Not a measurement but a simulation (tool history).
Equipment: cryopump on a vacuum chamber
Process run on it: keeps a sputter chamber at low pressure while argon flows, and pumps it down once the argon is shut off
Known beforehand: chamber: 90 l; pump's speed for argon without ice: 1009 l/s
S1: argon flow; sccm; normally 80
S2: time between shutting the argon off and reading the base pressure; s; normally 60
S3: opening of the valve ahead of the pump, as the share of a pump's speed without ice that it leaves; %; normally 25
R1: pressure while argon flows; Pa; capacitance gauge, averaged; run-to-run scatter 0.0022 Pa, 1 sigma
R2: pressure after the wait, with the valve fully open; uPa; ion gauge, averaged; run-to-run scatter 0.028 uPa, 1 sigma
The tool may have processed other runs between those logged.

Run 1, hour 0.0: usual settings. Result: R1 0.5435 Pa, R2 3.26 uPa.
Run 2, hour 37.4: usual settings. Result: R1 0.5435 Pa, R2 3.24 uPa.
Run 3, hour 61.6: usual settings but S1 98 sccm. Result: R1 0.6660 Pa, R2 3.30 uPa.
Run 4, hour 79.7: usual settings but S3 24 %. Result: R1 0.5697 Pa, R2 3.27 uPa.
Run 5, hour 107.6: usual settings but S3 24 %. Result: R1 0.5738 Pa, R2 3.27 uPa.
Run 6, hour 145.9: usual settings but S2 134 s. Result: R1 0.5522 Pa, R2 2.81 uPa.
Run 7, hour 186.3: usual settings but S2 134 s. Result: R1 0.5522 Pa, R2 2.83 uPa.
Run 8, hour 211.7: usual settings but S2 134 s. Result: R1 0.5566 Pa, R2 2.93 uPa.
Run 9, hour 247.7: usual settings but S2 134 s. Result: R1 0.5598 Pa, R2 2.96 uPa.
Run 10, hour 268.7: usual settings but S2 49 s. Result: R1 0.5633 Pa, R2 3.78 uPa.
Run 11, hour 304.9: usual settings but S1 40 sccm. Result: R1 0.2812 Pa, R2 3.63 uPa.
Run 12, hour 328.0: usual settings but S1 40 sccm. Result: R1 0.2796 Pa, R2 3.69 uPa.
Run 13, hour 350.3: usual settings but S1 40 sccm. Result: R1 0.2817 Pa, R2 3.74 uPa.
Run 14, hour 384.0: usual settings but S1 40 sccm. Result: R1 0.2842 Pa, R2 3.79 uPa.
Run 15, hour 415.4: usual settings but S1 40 sccm. Result: R1 0.2854 Pa, R2 3.81 uPa.
Run 16, hour 433.2: usual settings but S1 40 sccm. Result: R1 0.2850 Pa, R2 3.93 uPa.
Run 17, hour 453.4: usual settings but S1 66 sccm, S3 26 %. Result: R1 0.4535 Pa, R2 3.79 uPa.
Run 18, hour 483.5: usual settings but S1 72 sccm, S2 218 s, S3 20 %. Result: R1 0.6375 Pa, R2 3.12 uPa.
Run 19, hour 514.6: usual settings but S1 72 sccm, S2 218 s, S3 20 %. Result: R1 0.6368 Pa, R2 3.33 uPa.
Run 20, hour 541.5: usual settings but S1 56 sccm, S2 102 s. Result: R1 0.4071 Pa, R2 3.69 uPa.
Run 21, hour 567.6: usual settings but S1 129 sccm, S2 186 s, S3 38 %. Result: R1 0.5748 Pa, R2 2.61 uPa.
Run 22, hour 593.9: usual settings but S1 129 sccm, S2 186 s, S3 38 %. Result: R1 0.5784 Pa, R2 2.76 uPa.
Run 23, hour 617.5: usual settings but S1 141 sccm, S2 66 s, S3 27 %. Result: R1 0.8814 Pa, R2 3.28 uPa.
Run 24, hour 637.0: usual settings but S1 141 sccm, S2 66 s, S3 27 %. Result: R1 0.8877 Pa, R2 3.37 uPa.
Run 25, hour 666.7: usual settings but S1 141 sccm, S2 66 s, S3 27 %. Result: R1 0.8885 Pa, R2 3.34 uPa.
Run 26, hour 694.2: usual settings but S1 61 sccm, S3 20 %. Result: R1 0.5185 Pa, R2 3.56 uPa.
Run 27, hour 731.4: usual settings but S3 20 %. Result: R1 0.6810 Pa, R2 3.65 uPa.
Run 28, hour 766.1: usual settings but S1 42 sccm, S2 51 s, S3 37 %. Result: R1 0.1955 Pa, R2 3.74 uPa.
Run 29, hour 787.3: usual settings but S1 42 sccm, S2 51 s, S3 37 %. Result: R1 0.1991 Pa, R2 3.88 uPa.
Run 30, hour 828.3: usual settings but S2 145 s, S3 59 %. Result: R1 0.2470 Pa, R2 3.27 uPa.

Missing from the log above: 1 entry noted between runs. For each, name the pair of listed runs it sits between and say how the tool's hidden condition differs from the listed run just before to the listed run just after:
In the gap between runs 20 and 21: pump warmed up, emptied and cooled again (hour 559.1)
  pump's speed, % of a pump's without ice: 76 -> 98.9; leak into the chamber, uPa l/s: 2281 -> 2291
  measured minus no-state result, R1: +0.0314 -> +0.0058 Pa; R2: +2.75 -> +2.00 uPa
